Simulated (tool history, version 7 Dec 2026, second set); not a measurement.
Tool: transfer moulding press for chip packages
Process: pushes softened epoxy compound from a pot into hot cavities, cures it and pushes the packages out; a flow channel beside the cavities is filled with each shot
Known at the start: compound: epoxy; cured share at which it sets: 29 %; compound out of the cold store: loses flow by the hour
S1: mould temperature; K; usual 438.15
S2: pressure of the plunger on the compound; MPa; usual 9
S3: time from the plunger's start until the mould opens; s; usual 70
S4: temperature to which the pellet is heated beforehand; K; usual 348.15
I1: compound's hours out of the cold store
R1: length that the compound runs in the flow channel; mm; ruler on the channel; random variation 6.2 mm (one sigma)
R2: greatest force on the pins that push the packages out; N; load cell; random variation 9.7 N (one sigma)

run,hour,S1,S2,S3,S4,I1,R1,R2
1,0,438.15,9,70,348.15,8.1,774,762
# hour 8.4: cavities cleaned with cleaning compound and waxed
2,17.7,438.15,9,70,348.15,30,682,508
3,51.2,438.15,10.65,70,348.15,19.6,800,684
# hour 75.9: cavities cleaned with cleaning compound and waxed
4,89.2,438.15,9.27,70,348.15,35.2,656,472
5,119.7,438.15,9.27,70,348.15,46.6,604,580
# hour 142.6: cavities cleaned with cleaning compound and waxed
6,156.2,438.15,9,70,348.15,22.1,679,519
7,187.1,438.15,9,70,348.15,44.7,602,596
8,203.3,438.15,9,70,348.15,44.8,590,646
# hour 211: cavities cleaned with cleaning compound and waxed
9,227.2,438.15,9,70,348.15,23.9,686,534
# hour 260.3: plunger's sealing rings changed
10,265.3,438.15,9,70,348.15,36.4,664,670
# hour 281.2: cavities cleaned with cleaning compound and waxed
11,296.1,438.15,7.27,70,348.15,28.7,612,521
12,312.3,438.15,7.27,70,348.15,26.3,628,610
13,334.8,438.15,7.27,70,348.15,31,599,669
# hour 349: cavities cleaned with cleaning compound and waxed
14,366.3,438.15,9,70,348.15,44.6,619,506
15,392,438.15,9,70,340.15,47.9,603,579
# hour 415.5: cavities cleaned with cleaning compound and waxed
16,423.9,430.15,7.55,103,344.15,36.8,615,331
17,446,430.15,9,70,350.15,18.8,741,1085
18,471,430.15,9,70,350.15,38.4,646,1098
# hour 483: cavities cleaned with cleaning compound and waxed
19,490.3,438.15,8.03,52,345.15,45.3,570,945
20,518.4,438.15,8.03,52,345.15,43.5,578,1242
21,539.5,445.15,8.03,52,343.15,40.4,557,983
# hour 549.4: cavities cleaned with cleaning compound and waxed
22,567.3,438.15,7.13,61,348.15,30.2,573,766
23,586.7,438.15,8.96,61,346.15,18.3,710,1002
# hour 596.6: plunger's sealing rings changed
# hour 620.9: cavities cleaned with cleaning compound and waxed
24,621.2,438.15,8.96,61,346.15,25.1,697,626
# hour 633.6: mould's thermocouples calibrated
25,641.4,433.15,7.31,61,346.15,42.2,586,1067
26,659,433.15,7.31,61,346.15,14.1,680,1418
27,683.9,446.15,8.94,70,348.15,27.1,676,482

The same runs without the tool's hidden state, with the same run-to-run variation:
The hidden state here: true mould temperature over the reading, C; pressure that reaches the compound, % of what is set; grip of the stained cavities, % over clean ones'; drift of the gauge itself on flow_mm, %; drift of the gauge itself on push_out_n, %.
run,R1,R2
1,788,494
2,696,463
3,822,470
4,678,420
5,627,401
6,710,456
7,634,412
8,622,415
9,728,468
10,668,448
11,619,460
12,637,465
13,610,450
14,634,437
15,620,414
16,636,311
17,770,829
18,674,730
19,596,896
20,608,903
21,588,654
22,609,655
23,757,743
24,705,672
25,591,837
26,688,961
27,687,288

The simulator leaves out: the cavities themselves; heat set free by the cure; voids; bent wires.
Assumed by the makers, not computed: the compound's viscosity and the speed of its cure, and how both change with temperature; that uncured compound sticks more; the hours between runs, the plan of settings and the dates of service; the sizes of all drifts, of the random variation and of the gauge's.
